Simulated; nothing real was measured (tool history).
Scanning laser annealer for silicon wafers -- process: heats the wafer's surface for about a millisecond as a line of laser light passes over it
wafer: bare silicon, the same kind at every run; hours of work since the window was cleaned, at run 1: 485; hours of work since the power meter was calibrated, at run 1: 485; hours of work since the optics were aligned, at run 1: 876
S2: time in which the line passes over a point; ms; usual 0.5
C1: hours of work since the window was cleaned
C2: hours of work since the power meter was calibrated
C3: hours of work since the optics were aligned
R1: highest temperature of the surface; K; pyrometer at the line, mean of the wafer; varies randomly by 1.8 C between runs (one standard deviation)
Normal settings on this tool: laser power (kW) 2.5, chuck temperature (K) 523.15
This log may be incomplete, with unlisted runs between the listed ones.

Run 1, day 0: usual settings; C1 485; C2 485; C3 876. Result: R1 1251.15 K.
At day 0.846: optics aligned, line set to its width.
Run 2, day 0.892: usual settings but chuck temperature (K) 486.15; C1 497; C2 497; C3 1. Result: R1 1235.15 K.
Run 3, day 1.367: usual settings but laser power (kW) 2.69; C1 505; C2 505; C3 9. Result: R1 1330.15 K.
Run 4, day 2.046: usual settings; C1 518; C2 518; C3 21. Result: R1 1269.15 K.
Run 5, day 2.396: usual settings but S2 0.591 ms; C1 524; C2 524; C3 28. Result: R1 1346.15 K.
Run 6, day 2.875: usual settings but S2 0.591 ms; C1 532; C2 532; C3 36. Result: R1 1343.15 K.
Run 7, day 3.6: usual settings but S2 0.591 ms; C1 545; C2 545; C3 49. Result: R1 1344.15 K.
Run 8, day 4.075: usual settings but S2 0.591 ms; C1 554; C2 554; C3 58. Result: R1 1343.15 K.
Run 9, day 4.788: usual settings but S2 0.591 ms; C1 567; C2 567; C3 70. Result: R1 1338.15 K.
Run 10, day 5.392: usual settings; C1 577; C2 577; C3 81. Result: R1 1267.15 K.
Run 11, day 6.042: usual settings; C1 589; C2 589; C3 93. Result: R1 1263.15 K.
Run 12, day 6.712: usual settings; C1 601; C2 601; C3 105. Result: R1 1263.15 K.
Run 13, day 7.142: usual settings; C1 609; C2 609; C3 112. Result: R1 1263.15 K.
Run 14, day 7.633: usual settings; C1 617; C2 617; C3 121. Result: R1 1258.15 K.
Run 15, day 8.004: usual settings but laser power (kW) 2.213; C1 624; C2 624; C3 128. Result: R1 1165.15 K.
Run 16, day 8.492: usual settings but S2 0.444 ms; C1 633; C2 633; C3 136. Result: R1 1208.15 K.
Run 17, day 9.167: usual settings but S2 0.444 ms; C1 645; C2 645; C3 149. Result: R1 1210.15 K.
Run 18, day 9.712: usual settings but S2 0.444 ms; C1 654; C2 654; C3 158. Result: R1 1208.15 K.
Run 19, day 10.383: usual settings; C1 666; C2 666; C3 170. Result: R1 1257.15 K.
Run 20, day 10.779: usual settings but laser power (kW) 2.166, S2 0.483 ms, chuck temperature (K) 514.15; C1 673; C2 673; C3 177. Result: R1 1125.15 K.
Run 21, day 11.383: usual settings but laser power (kW) 2.166, S2 0.483 ms, chuck temperature (K) 514.15; C1 684; C2 684; C3 188. Result: R1 1129.15 K.
Run 22, day 11.888: usual settings but laser power (kW) 2.263, S2 0.421 ms; C1 693; C2 693; C3 197. Result: R1 1113.15 K.
Run 23, day 12.446: usual settings but S2 0.401 ms, chuck temperature (K) 543.15; C1 703; C2 703; C3 207. Result: R1 1186.15 K.
Run 24, day 13.092: usual settings but laser power (kW) 2.296, S2 0.487 ms, chuck temperature (K) 543.15; C1 715; C2 715; C3 219. Result: R1 1198.15 K.
Run 25, day 13.604: usual settings but laser power (kW) 2.296, S2 0.487 ms, chuck temperature (K) 543.15; C1 724; C2 724; C3 228. Result: R1 1197.15 K.
At day 14.092: window over the wafer cleaned.
Run 26, day 14.371: usual settings but laser power (kW) 2.533, S2 0.393 ms, chuck temperature (K) 530.15; C1 5; C2 736; C3 240. Result: R1 1206.15 K.
Run 27, day 14.825: usual settings but laser power (kW) 2.483, S2 0.393 ms, chuck temperature (K) 499.15; C1 13; C2 744; C3 248. Result: R1 1159.15 K.
Run 28, day 15.292: usual settings but laser power (kW) 2.483, S2 0.393 ms, chuck temperature (K) 499.15; C1 21; C2 753; C3 256. Result: R1 1160.15 K.
Run 29, day 15.854: usual settings but laser power (kW) 2.483, S2 0.393 ms, chuck temperature (K) 499.15; C1 32; C2 763; C3 267. Result: R1 1161.15 K.
Run 30, day 16.429: usual settings but laser power (kW) 2.447, S2 0.566 ms, chuck temperature (K) 499.15; C1 42; C2 773; C3 277. Result: R1 1303.15 K.
Run 31, day 16.996: usual settings but S2 0.487 ms, chuck temperature (K) 511.15; C1 52; C2 783; C3 287. Result: R1 1266.15 K.
Run 32, day 17.492: usual settings but S2 0.487 ms, chuck temperature (K) 511.15; C1 61; C2 792; C3 296. Result: R1 1264.15 K.
Run 33, day 17.912: usual settings but laser power (kW) 2.497, chuck temperature (K) 549.15; C1 68; C2 799; C3 303. Result: R1 1316.15 K.
Run 34, day 18.629: usual settings but laser power (kW) 2.497, chuck temperature (K) 549.15; C1 81; C2 812; C3 316. Result: R1 1311.15 K.
Run 35, day 19.292: usual settings but laser power (kW) 2.174, S2 0.448 ms, chuck temperature (K) 487.15; C1 93; C2 824; C3 328. Result: R1 1099.15 K.
Run 36, day 19.704: usual settings but laser power (kW) 2.174, S2 0.448 ms, chuck temperature (K) 487.15; C1 100; C2 831; C3 335. Result: R1 1099.15 K.
Run 37, day 20.358: usual settings but laser power (kW) 2.174, S2 0.448 ms, chuck temperature (K) 487.15; C1 112; C2 843; C3 347. Result: R1 1098.15 K.
Run 38, day 20.679: usual settings but laser power (kW) 2.174, S2 0.448 ms, chuck temperature (K) 487.15; C1 118; C2 849; C3 353. Result: R1 1097.15 K.

Results for each run, recomputed without the tool's hidden state and with each run's random variation untouched:
Hidden conditions of the tool in this case: light that passes the window, % of a clean one's; laser's true power over the reading, %; width of the line over the set one, %; drift of the gauge itself on peak_c, C.
run       R1
  1  1297.15
  2  1262.15
  3  1360.15
  4  1297.15
  5  1378.15
  6  1376.15
  7  1378.15
  8  1377.15
  9  1374.15
 10  1300.15
 11  1297.15
 12  1298.15
 13  1298.15
 14  1294.15
 15  1197.15
 16  1243.15
 17  1245.15
 18  1244.15
 19  1296.15
 20  1158.15
 21  1163.15
 22  1147.15
 23  1223.15
 24  1236.15
 25  1236.15
 26  1211.15
 27  1165.15
 28  1166.15
 29  1168.15
 30  1312.15
 31  1275.15
 32  1274.15
 33  1326.15
 34  1322.15
 35  1109.15
 36  1109.15
 37  1109.15
 38  1108.15

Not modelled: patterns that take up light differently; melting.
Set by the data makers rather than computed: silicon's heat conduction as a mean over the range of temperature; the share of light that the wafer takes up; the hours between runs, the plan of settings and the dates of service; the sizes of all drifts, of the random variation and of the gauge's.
